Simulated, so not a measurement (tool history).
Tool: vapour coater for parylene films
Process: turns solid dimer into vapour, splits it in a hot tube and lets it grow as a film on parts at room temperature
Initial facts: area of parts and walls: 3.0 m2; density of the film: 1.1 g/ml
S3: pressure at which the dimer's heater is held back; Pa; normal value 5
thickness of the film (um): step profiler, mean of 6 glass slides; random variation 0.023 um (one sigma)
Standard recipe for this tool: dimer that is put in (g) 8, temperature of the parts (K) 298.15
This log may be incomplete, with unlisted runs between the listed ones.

{"run": 1, "hour": 0.0, "dimer that is put in (g)": 8, "temperature of the parts (K)": 298.15, "S3": 5, "thickness of the film (um)": 1.51}
{"run": 2, "hour": 26.9, "dimer that is put in (g)": 8, "temperature of the parts (K)": 293.15, "S3": 5, "thickness of the film (um)": 1.75}
{"run": 3, "hour": 47.8, "dimer that is put in (g)": 5, "temperature of the parts (K)": 293.15, "S3": 5, "thickness of the film (um)": 1.08}
{"run": 4, "hour": 77.1, "dimer that is put in (g)": 8, "temperature of the parts (K)": 298.15, "S3": 2.12, "thickness of the film (um)": 1.63}
{"run": 5, "hour": 108.6, "dimer that is put in (g)": 5, "temperature of the parts (K)": 298.15, "S3": 5, "thickness of the film (um)": 0.99}
{"run": 6, "hour": 139.3, "dimer that is put in (g)": 5, "temperature of the parts (K)": 298.15, "S3": 5, "thickness of the film (um)": 0.96}
{"run": 7, "hour": 169.1, "dimer that is put in (g)": 8, "temperature of the parts (K)": 298.15, "S3": 5, "thickness of the film (um)": 1.52}
{"run": 8, "hour": 199.9, "dimer that is put in (g)": 8, "temperature of the parts (K)": 298.15, "S3": 5, "thickness of the film (um)": 1.51}
{"run": 9, "hour": 221.9, "dimer that is put in (g)": 8, "temperature of the parts (K)": 298.15, "S3": 5, "thickness of the film (um)": 1.54}
{"run": 10, "hour": 241.9, "dimer that is put in (g)": 8, "temperature of the parts (K)": 298.15, "S3": 5, "thickness of the film (um)": 1.55}
{"run": 11, "hour": 270.6, "dimer that is put in (g)": 8, "temperature of the parts (K)": 298.15, "S3": 5, "thickness of the film (um)": 1.52}
{"run": 12, "hour": 291.8, "dimer that is put in (g)": 11, "temperature of the parts (K)": 301.15, "S3": 5, "thickness of the film (um)": 1.93}
{"run": 13, "hour": 305.5, "dimer that is put in (g)": 7, "temperature of the parts (K)": 298.15, "S3": 5.11, "thickness of the film (um)": 1.33}
{"run": 14, "hour": 324.4, "dimer that is put in (g)": 8, "temperature of the parts (K)": 304.15, "S3": 4.45, "thickness of the film (um)": 1.31}
{"run": 15, "hour": 359.1, "dimer that is put in (g)": 8, "temperature of the parts (K)": 304.15, "S3": 4.45, "thickness of the film (um)": 1.32}
{"run": 16, "hour": 381.5, "dimer that is put in (g)": 8, "temperature of the parts (K)": 304.15, "S3": 4.45, "thickness of the film (um)": 1.32}
{"run": 17, "hour": 406.8, "dimer that is put in (g)": 13, "temperature of the parts (K)": 298.15, "S3": 5, "thickness of the film (um)": 2.57}
{"run": 18, "hour": 425.8, "dimer that is put in (g)": 3, "temperature of the parts (K)": 292.15, "S3": 2.13, "thickness of the film (um)": 0.69}
{"run": 19, "hour": 445.7, "dimer that is put in (g)": 3, "temperature of the parts (K)": 292.15, "S3": 7.18, "thickness of the film (um)": 0.63}
{"run": 20, "hour": 465.8, "dimer that is put in (g)": 3, "temperature of the parts (K)": 292.15, "S3": 6.29, "thickness of the film (um)": 0.66}
{"run": 21, "hour": 486.0, "dimer that is put in (g)": 3, "temperature of the parts (K)": 308.15, "S3": 5, "thickness of the film (um)": 0.45}

Missing from the log above: 1 entry noted between runs. For each, name the pair of listed runs it sits between and say how the tool's hidden condition differs from the listed run just before to the listed run just after:
After run 14, before run 15: trap's valve overhauled (hour 355.1)
  vapour lost through the trap's worn valve, %: 0.9 -> 0

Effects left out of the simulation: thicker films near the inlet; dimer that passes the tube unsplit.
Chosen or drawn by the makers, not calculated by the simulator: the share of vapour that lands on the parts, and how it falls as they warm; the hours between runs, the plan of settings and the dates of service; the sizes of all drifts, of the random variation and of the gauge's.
